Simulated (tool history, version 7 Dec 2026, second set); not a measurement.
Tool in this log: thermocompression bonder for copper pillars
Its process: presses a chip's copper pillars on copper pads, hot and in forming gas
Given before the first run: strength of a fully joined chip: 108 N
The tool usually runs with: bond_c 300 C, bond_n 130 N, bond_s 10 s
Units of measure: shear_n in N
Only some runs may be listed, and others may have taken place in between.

run,day,bond_c,bond_n,bond_s,shear_n
1,0,300,130,10,46
2,0.388,300,130,10,45.3
3,0.829,300,130,10,42.8
4,1.1,300,130,10,44
5,1.6,300,130,10,43.4
6,1.838,288,130,10,37.4
7,2.046,300,136,10,43.1
# day 2.233: forming gas filter changed
8,2.408,300,136,10,48.5
9,2.738,300,136,10,48.1
10,2.958,300,130,12,52.3
11,3.312,300,130,12,50.1
12,3.725,300,130,10,46.4
13,3.942,300,130,10,47.1
14,4.204,300,130,10,45.8
15,4.508,300,130,10,45.6
16,4.758,300,130,10,45.7
17,5.092,300,130,10,44.6
18,5.588,300,130,14,49.7
19,5.875,300,130,14,50.4
20,6.179,300,130,14,49.9
21,6.596,300,130,12,45.7
22,7.029,293,130,7,34.8
23,7.479,277,130,10,32.5
24,7.721,326,130,7,49.5
25,8.033,302,130,8,40.4
26,8.446,276,83,10,24.5
# day 8.754: forming gas filter changed
27,8.842,318,83,8,40.9
28,9.267,273,100,14,32.1
29,9.558,271,155,7,30.4
30,10.008,284,136,18,48.1
31,10.296,270,140,9,32.1
32,10.804,270,140,9,31
33,11.021,270,140,9,30.7
34,11.496,312,167,21,71.5
35,11.883,312,167,21,71.5
36,12.221,290,86,26,44.9
37,12.638,296,130,29,60.7
38,13.075,296,130,29,60.2
39,13.346,275,127,10,30.1

Alternative continuations, all from the tool just after run 39; predict every row:
A,13.696,319,93,13,?
B,13.696,275,106,10,?
C,13.696,273,127,5,?

run,shear_n
A,46.7
B,28
C,22.5
Stripped of hidden state, with their random variation kept, the same runs would have yielded:
run,shear_n
A,56.2
B,35.1
C,28.4
